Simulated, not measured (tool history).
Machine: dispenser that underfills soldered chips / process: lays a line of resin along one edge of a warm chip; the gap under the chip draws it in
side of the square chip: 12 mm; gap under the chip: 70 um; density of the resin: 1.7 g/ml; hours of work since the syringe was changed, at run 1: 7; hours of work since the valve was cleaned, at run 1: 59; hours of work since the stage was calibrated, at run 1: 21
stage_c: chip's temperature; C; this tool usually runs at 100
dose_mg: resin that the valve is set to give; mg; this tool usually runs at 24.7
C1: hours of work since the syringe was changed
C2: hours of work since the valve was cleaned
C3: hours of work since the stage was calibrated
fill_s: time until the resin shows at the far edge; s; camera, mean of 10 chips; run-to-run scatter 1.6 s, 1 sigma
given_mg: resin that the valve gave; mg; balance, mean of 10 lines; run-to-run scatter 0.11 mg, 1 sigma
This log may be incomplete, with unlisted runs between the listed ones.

run 1 day=0 | stage_c=100 dose_mg=24.7 | C1=7 C2=59 C3=21 | fill_s=286.9 given_mg=23.56
run 2 day=0.175 | stage_c=100 dose_mg=23.4 | C1=10 C2=62 C3=24 | fill_s=380.1 given_mg=21.91
-- day=0.271 new syringe of resin
run 3 day=0.367 | stage_c=107 dose_mg=23.4 | C1=2 C2=65 C3=28 | fill_s=135.4 given_mg=22.03
run 4 day=0.525 | stage_c=100 dose_mg=24.7 | C1=5 C2=68 C3=30 | fill_s=236.3 given_mg=23.2
run 5 day=0.679 | stage_c=100 dose_mg=24.7 | C1=7 C2=70 C3=33 | fill_s=294.7 given_mg=23.26
run 6 day=0.871 | stage_c=100 dose_mg=24.7 | C1=11 C2=74 C3=36 | fill_s=398.7 given_mg=23.07
-- day=0.938 new syringe of resin
-- day=1.038 dispensing valve cleaned and set on the balance
run 7 day=1.112 | stage_c=105 dose_mg=24.7 | C1=2 C2=1 C3=40 | fill_s=155.8 given_mg=24.63
run 8 day=1.304 | stage_c=100 dose_mg=26.9 | C1=6 C2=5 C3=43 | fill_s=249.7 given_mg=26.95
run 9 day=1.488 | stage_c=100 dose_mg=26.9 | C1=9 C2=8 C3=46 | fill_s=335.4 given_mg=26.56
-- day=1.638 new syringe of resin
run 10 day=1.642 | stage_c=100 dose_mg=26.9 | C1=0 C2=10 C3=49 | fill_s=152.8 given_mg=26.67
run 11 day=1.8 | stage_c=100 dose_mg=23.6 | C1=3 C2=13 C3=52 | fill_s=198.7 given_mg=23.34
run 12 day=1.879 | stage_c=100 dose_mg=23.6 | C1=4 C2=15 C3=53 | fill_s=224.3 given_mg=23.36
run 13 day=2.067 | stage_c=100 dose_mg=23.6 | C1=8 C2=18 C3=56 | fill_s=294.7 given_mg=23.28
run 14 day=2.246 | stage_c=100 dose_mg=23.6 | C1=11 C2=21 C3=60 | fill_s=393.5 given_mg=23.06
-- day=2.312 new syringe of resin
run 15 day=2.367 | stage_c=86 dose_mg=21.9 | C1=1 C2=23 C3=62 | fill_s=338.9 given_mg=21.32
run 16 day=2.492 | stage_c=97 dose_mg=25.5 | C1=3 C2=25 C3=64 | fill_s=236.3 given_mg=25.05
run 17 day=2.6 | stage_c=97 dose_mg=25.5 | C1=5 C2=27 C3=66 | fill_s=275.4 given_mg=24.95
run 18 day=2.746 | stage_c=114 dose_mg=27.6 | C1=8 C2=30 C3=68 | fill_s=158.3 given_mg=26.94
run 19 day=2.921 | stage_c=90 dose_mg=25.9 | C1=11 C2=33 C3=71 | fill_s=618.7 given_mg=25.03
-- day=2.979 new syringe of resin
run 20 day=3.029 | stage_c=98 dose_mg=25.5 | C1=1 C2=35 C3=73 | fill_s=180.1 given_mg=24.86
run 21 day=3.125 | stage_c=113 dose_mg=30.4 | C1=3 C2=36 C3=75 | fill_s=103 given_mg=29.29
run 22 day=3.288 | stage_c=113 dose_mg=30.4 | C1=5 C2=39 C3=78 | fill_s=130.7 given_mg=29.46
run 23 day=3.383 | stage_c=99 dose_mg=30.2 | C1=7 C2=41 C3=79 | fill_s=288.2 given_mg=29.04
run 24 day=3.55 | stage_c=104 dose_mg=22.1 | C1=10 C2=44 C3=82 | fill_s=315.7 given_mg=21.06
-- day=3.638 new syringe of resin
run 25 day=3.729 | stage_c=104 dose_mg=22.1 | C1=2 C2=47 C3=85 | fill_s=154.1 given_mg=21.14
run 26 day=3.875 | stage_c=104 dose_mg=22.1 | C1=4 C2=50 C3=88 | fill_s=189.1 given_mg=21.03

Predict the results of run 27:
run 27 day=4.008 | stage_c=88 dose_mg=25.1 | C1=7 C2=52 C3=90 | fill_s=? given_mg=?

{"run 27": {"fill_s": 483.2, "given_mg": 24.05}}
With no hidden state in the tool, this same run would have given fill_s 286.2 s, given_mg 25.24 mg.
